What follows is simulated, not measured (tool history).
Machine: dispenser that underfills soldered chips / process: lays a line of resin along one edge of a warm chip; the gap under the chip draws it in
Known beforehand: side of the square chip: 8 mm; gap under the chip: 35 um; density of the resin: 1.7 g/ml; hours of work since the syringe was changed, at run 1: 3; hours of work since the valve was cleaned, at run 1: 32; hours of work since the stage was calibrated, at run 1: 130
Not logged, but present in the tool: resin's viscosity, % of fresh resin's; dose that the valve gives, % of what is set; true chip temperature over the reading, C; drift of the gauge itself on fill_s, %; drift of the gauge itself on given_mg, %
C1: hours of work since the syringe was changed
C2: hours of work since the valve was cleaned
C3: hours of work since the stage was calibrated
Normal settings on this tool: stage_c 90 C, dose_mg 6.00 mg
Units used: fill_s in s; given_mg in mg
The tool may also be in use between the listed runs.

run 1 day=0.000 | stage_c=90 dose_mg=6.00 | C1=3 C2=32 C3=130 | fill_s=78.4 given_mg=5.95
run 2 day=0.108 | stage_c=90 dose_mg=6.00 | C1=5 C2=34 C3=132 | fill_s=90.4 given_mg=5.91
-- day=0.262 new syringe of resin
run 3 day=0.308 | stage_c=90 dose_mg=6.00 | C1=1 C2=37 C3=135 | fill_s=64.8 given_mg=5.88
run 4 day=0.433 | stage_c=90 dose_mg=6.87 | C1=3 C2=39 C3=137 | fill_s=74.7 given_mg=6.74
run 5 day=0.546 | stage_c=90 dose_mg=6.87 | C1=5 C2=41 C3=139 | fill_s=85.6 given_mg=6.77
run 6 day=0.679 | stage_c=90 dose_mg=6.87 | C1=7 C2=43 C3=141 | fill_s=102.0 given_mg=6.81
-- day=0.708 new syringe of resin
run 7 day=0.904 | stage_c=90 dose_mg=6.87 | C1=3 C2=47 C3=145 | fill_s=77.8 given_mg=6.74
run 8 day=1.088 | stage_c=90 dose_mg=6.87 | C1=7 C2=50 C3=148 | fill_s=98.9 given_mg=6.69
-- day=1.154 new syringe of resin
run 9 day=1.238 | stage_c=90 dose_mg=6.87 | C1=1 C2=53 C3=151 | fill_s=65.3 given_mg=6.73
run 10 day=1.412 | stage_c=90 dose_mg=6.71 | C1=5 C2=56 C3=154 | fill_s=80.8 given_mg=6.59
run 11 day=1.546 | stage_c=105 dose_mg=6.00 | C1=7 C2=58 C3=156 | fill_s=56.6 given_mg=5.85
-- day=1.596 new syringe of resin
run 12 day=1.750 | stage_c=105 dose_mg=6.00 | C1=3 C2=62 C3=160 | fill_s=43.5 given_mg=5.80
run 13 day=1.933 | stage_c=81 dose_mg=6.00 | C1=6 C2=65 C3=163 | fill_s=136.2 given_mg=5.84
-- day=2.046 new syringe of resin
run 14 day=2.171 | stage_c=90 dose_mg=6.00 | C1=2 C2=69 C3=167 | fill_s=71.5 given_mg=5.92
run 15 day=2.417 | stage_c=89 dose_mg=6.15 | C1=7 C2=73 C3=171 | fill_s=100.6 given_mg=5.96
-- day=2.488 new syringe of resin
run 16 day=2.583 | stage_c=82 dose_mg=6.14 | C1=2 C2=76 C3=174 | fill_s=92.5 given_mg=5.96
run 17 day=2.754 | stage_c=76 dose_mg=6.00 | C1=5 C2=79 C3=177 | fill_s=152.4 given_mg=5.84
-- day=2.942 new syringe of resin
run 18 day=2.958 | stage_c=91 dose_mg=6.35 | C1=0 C2=82 C3=180 | fill_s=60.9 given_mg=6.13
run 19 day=3.200 | stage_c=92 dose_mg=6.00 | C1=5 C2=87 C3=185 | fill_s=78.5 given_mg=5.81
-- day=3.388 new syringe of resin
run 20 day=3.425 | stage_c=92 dose_mg=6.00 | C1=1 C2=90 C3=188 | fill_s=59.7 given_mg=5.75
run 21 day=3.629 | stage_c=92 dose_mg=6.00 | C1=4 C2=94 C3=192 | fill_s=79.5 given_mg=5.76
-- day=3.833 new syringe of resin
run 22 day=3.883 | stage_c=92 dose_mg=6.00 | C1=1 C2=98 C3=196 | fill_s=62.1 given_mg=5.73
run 23 day=4.058 | stage_c=92 dose_mg=6.90 | C1=4 C2=101 C3=199 | fill_s=75.9 given_mg=6.63
run 24 day=4.204 | stage_c=92 dose_mg=6.90 | C1=7 C2=104 C3=202 | fill_s=93.0 given_mg=6.58
-- day=4.279 new syringe of resin
run 25 day=4.342 | stage_c=92 dose_mg=6.90 | C1=1 C2=106 C3=204 | fill_s=61.5 given_mg=6.58
run 26 day=4.471 | stage_c=100 dose_mg=7.10 | C1=3 C2=108 C3=206 | fill_s=54.2 given_mg=6.81
run 27 day=4.638 | stage_c=100 dose_mg=7.10 | C1=6 C2=111 C3=209 | fill_s=65.5 given_mg=6.81

For each run, the measured value with the value that run would have given without the tool's hidden condition subtracted. The run-to-run variation is shared by both, the gauge scatter possibly not:
run=1 fill_s=+19.6 given_mg=-0.07
run=2 fill_s=+31.0 given_mg=-0.08
run=3 fill_s=+5.5 given_mg=-0.09
run=4 fill_s=+16.4 given_mg=-0.10
run=5 fill_s=+27.5 given_mg=-0.12
run=6 fill_s=+43.3 given_mg=-0.12
run=7 fill_s=+19.3 given_mg=-0.12
run=8 fill_s=+39.8 given_mg=-0.13
run=9 fill_s=+7.1 given_mg=-0.14
run=10 fill_s=+22.9 given_mg=-0.15
run=11 fill_s=+22.2 given_mg=-0.14
run=12 fill_s=+9.2 given_mg=-0.14
run=13 fill_s=+51.0 given_mg=-0.16
run=14 fill_s=+12.9 given_mg=-0.16
run=15 fill_s=+40.0 given_mg=-0.17
run=16 fill_s=+14.1 given_mg=-0.18
run=17 fill_s=+47.9 given_mg=-0.18
run=18 fill_s=+3.5 given_mg=-0.21
run=19 fill_s=+23.5 given_mg=-0.20
run=20 fill_s=+5.1 given_mg=-0.21
run=21 fill_s=+22.9 given_mg=-0.22
run=22 fill_s=+7.6 given_mg=-0.23
run=23 fill_s=+22.0 given_mg=-0.27
run=24 fill_s=+37.9 given_mg=-0.27
run=25 fill_s=+7.3 given_mg=-0.28
run=26 fill_s=+13.4 given_mg=-0.30
run=27 fill_s=+25.5 given_mg=-0.31
